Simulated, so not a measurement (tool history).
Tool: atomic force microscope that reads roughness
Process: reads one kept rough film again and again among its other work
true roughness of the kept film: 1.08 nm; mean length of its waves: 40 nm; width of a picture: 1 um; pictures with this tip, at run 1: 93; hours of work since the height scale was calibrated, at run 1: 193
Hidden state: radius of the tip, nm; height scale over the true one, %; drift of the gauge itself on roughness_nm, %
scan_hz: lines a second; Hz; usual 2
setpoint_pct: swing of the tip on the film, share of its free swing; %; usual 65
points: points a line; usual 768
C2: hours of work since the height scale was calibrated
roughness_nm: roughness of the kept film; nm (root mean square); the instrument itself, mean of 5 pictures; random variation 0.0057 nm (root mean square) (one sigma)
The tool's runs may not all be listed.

run 1 hour=0 | scan_hz=2 setpoint_pct=65 points=768 | pictures_with_this_tip=93 C2=193 | roughness_nm=1.023
run 2 hour=19.4 | scan_hz=2 setpoint_pct=65 points=768 | pictures_with_this_tip=112 C2=204 | roughness_nm=1.013
-- hour=30.3 new tip fitted
run 3 hour=35.5 | scan_hz=0.75 setpoint_pct=65 points=768 | pictures_with_this_tip=5 C2=213 | roughness_nm=1.043
run 4 hour=50.8 | scan_hz=0.75 setpoint_pct=65 points=768 | pictures_with_this_tip=20 C2=222 | roughness_nm=1.051
run 5 hour=77.4 | scan_hz=2 setpoint_pct=65 points=768 | pictures_with_this_tip=46 C2=237 | roughness_nm=1.021
run 6 hour=97.8 | scan_hz=2 setpoint_pct=65 points=768 | pictures_with_this_tip=66 C2=248 | roughness_nm=1.015
run 7 hour=115.2 | scan_hz=2 setpoint_pct=65 points=493 | pictures_with_this_tip=83 C2=258 | roughness_nm=1.011
run 8 hour=144.5 | scan_hz=2 setpoint_pct=65 points=493 | pictures_with_this_tip=112 C2=275 | roughness_nm=1.02
-- hour=155.7 new tip fitted
run 9 hour=166.3 | scan_hz=2 setpoint_pct=65 points=768 | pictures_with_this_tip=10 C2=287 | roughness_nm=1.019
run 10 hour=188.5 | scan_hz=1.15 setpoint_pct=65 points=768 | pictures_with_this_tip=32 C2=300 | roughness_nm=1.035
run 11 hour=212.5 | scan_hz=1.15 setpoint_pct=65 points=840 | pictures_with_this_tip=55 C2=313 | roughness_nm=1.039
run 12 hour=235.8 | scan_hz=2 setpoint_pct=65 points=472 | pictures_with_this_tip=78 C2=327 | roughness_nm=1.016
run 13 hour=263 | scan_hz=2 setpoint_pct=65 points=528 | pictures_with_this_tip=105 C2=342 | roughness_nm=1.008
-- hour=281 new tip fitted
run 14 hour=289.7 | scan_hz=2 setpoint_pct=65 points=528 | pictures_with_this_tip=8 C2=357 | roughness_nm=1.023
run 15 hour=303.6 | scan_hz=2 setpoint_pct=65 points=768 | pictures_with_this_tip=22 C2=365 | roughness_nm=1.016
run 16 hour=329.4 | scan_hz=2 setpoint_pct=65 points=768 | pictures_with_this_tip=47 C2=380 | roughness_nm=1.018
run 17 hour=343.4 | scan_hz=3.56 setpoint_pct=65 points=768 | pictures_with_this_tip=61 C2=388 | roughness_nm=0.98
run 18 hour=373.1 | scan_hz=3.56 setpoint_pct=65 points=896 | pictures_with_this_tip=90 C2=404 | roughness_nm=0.989
run 19 hour=399.8 | scan_hz=3.56 setpoint_pct=65 points=896 | pictures_with_this_tip=116 C2=420 | roughness_nm=0.985
-- hour=407 new tip fitted
run 20 hour=425.9 | scan_hz=3.56 setpoint_pct=65 points=896 | pictures_with_this_tip=18 C2=434 | roughness_nm=0.978
run 21 hour=445.3 | scan_hz=3.56 setpoint_pct=65 points=896 | pictures_with_this_tip=37 C2=445 | roughness_nm=0.986
run 22 hour=472.4 | scan_hz=3.56 setpoint_pct=65 points=896 | pictures_with_this_tip=63 C2=461 | roughness_nm=0.992
run 23 hour=485.9 | scan_hz=2 setpoint_pct=66 points=768 | pictures_with_this_tip=77 C2=468 | roughness_nm=1.024
run 24 hour=509 | scan_hz=2 setpoint_pct=66 points=768 | pictures_with_this_tip=99 C2=481 | roughness_nm=1.022
run 25 hour=530.3 | scan_hz=2 setpoint_pct=65 points=555 | pictures_with_this_tip=120 C2=494 | roughness_nm=1.019
-- hour=533.3 new tip fitted
run 26 hour=552.8 | scan_hz=2 setpoint_pct=82 points=449 | pictures_with_this_tip=19 C2=506 | roughness_nm=0.949
run 27 hour=566.2 | scan_hz=2 setpoint_pct=82 points=449 | pictures_with_this_tip=33 C2=514 | roughness_nm=0.96
run 28 hour=589 | scan_hz=1.34 setpoint_pct=78 points=489 | pictures_with_this_tip=55 C2=527 | roughness_nm=1.012
run 29 hour=613.1 | scan_hz=2 setpoint_pct=85 points=482 | pictures_with_this_tip=78 C2=540 | roughness_nm=0.93
run 30 hour=628.6 | scan_hz=2.46 setpoint_pct=66 points=681 | pictures_with_this_tip=93 C2=549 | roughness_nm=1.001
run 31 hour=654.7 | scan_hz=2.25 setpoint_pct=62 points=407 | pictures_with_this_tip=119 C2=564 | roughness_nm=1.023
-- hour=658.7 new tip fitted
run 32 hour=683.9 | scan_hz=1.27 setpoint_pct=65 points=768 | pictures_with_this_tip=25 C2=580 | roughness_nm=1.042
run 33 hour=698 | scan_hz=2.13 setpoint_pct=88 points=373 | pictures_with_this_tip=39 C2=588 | roughness_nm=0.919
run 34 hour=723 | scan_hz=0.72 setpoint_pct=65 points=765 | pictures_with_this_tip=63 C2=603 | roughness_nm=1.04
run 35 hour=753.1 | scan_hz=0.72 setpoint_pct=65 points=765 | pictures_with_this_tip=93 C2=620 | roughness_nm=1.043
run 36 hour=775 | scan_hz=2 setpoint_pct=55 points=768 | pictures_with_this_tip=114 C2=632 | roughness_nm=1.035
-- hour=784.3 new tip fitted
run 37 hour=799.7 | scan_hz=2 setpoint_pct=55 points=768 | pictures_with_this_tip=15 C2=646 | roughness_nm=1.041
run 38 hour=820.4 | scan_hz=2.83 setpoint_pct=65 points=768 | pictures_with_this_tip=35 C2=658 | roughness_nm=1.003
run 39 hour=849.3 | scan_hz=2.83 setpoint_pct=65 points=768 | pictures_with_this_tip=63 C2=674 | roughness_nm=0.999
run 40 hour=870.9 | scan_hz=1.38 setpoint_pct=67 points=552 | pictures_with_this_tip=84 C2=687 | roughness_nm=1.023
run 41 hour=896.9 | scan_hz=0.59 setpoint_pct=61 points=689 | pictures_with_this_tip=110 C2=701 | roughness_nm=1.045
-- hour=909.7 new tip fitted
run 42 hour=924.2 | scan_hz=0.59 setpoint_pct=61 points=689 | pictures_with_this_tip=14 C2=717 | roughness_nm=1.04
run 43 hour=941 | scan_hz=0.59 setpoint_pct=61 points=689 | pictures_with_this_tip=30 C2=726 | roughness_nm=1.047
run 44 hour=959.1 | scan_hz=0.59 setpoint_pct=61 points=689 | pictures_with_this_tip=48 C2=737 | roughness_nm=1.043
run 45 hour=971.3 | scan_hz=0.59 setpoint_pct=61 points=689 | pictures_with_this_tip=60 C2=743 | roughness_nm=1.057
run 46 hour=992.3 | scan_hz=1.1 setpoint_pct=65 points=768 | pictures_with_this_tip=80 C2=755 | roughness_nm=1.033
run 47 hour=1020.8 | scan_hz=2.3 setpoint_pct=74 points=768 | pictures_with_this_tip=108 C2=772 | roughness_nm=0.982

The next listed run, before its measurement:
-- hour=1035.5 new tip fitted
run 48 hour=1036.5 | scan_hz=2.3 setpoint_pct=74 points=545 | pictures_with_this_tip=1 C2=780 | roughness_nm=?

Run 48 gave roughness_nm 0.989 nm (root mean square).
Without the tool's hidden state the same run would have given roughness_nm 0.99 nm (root mean square).
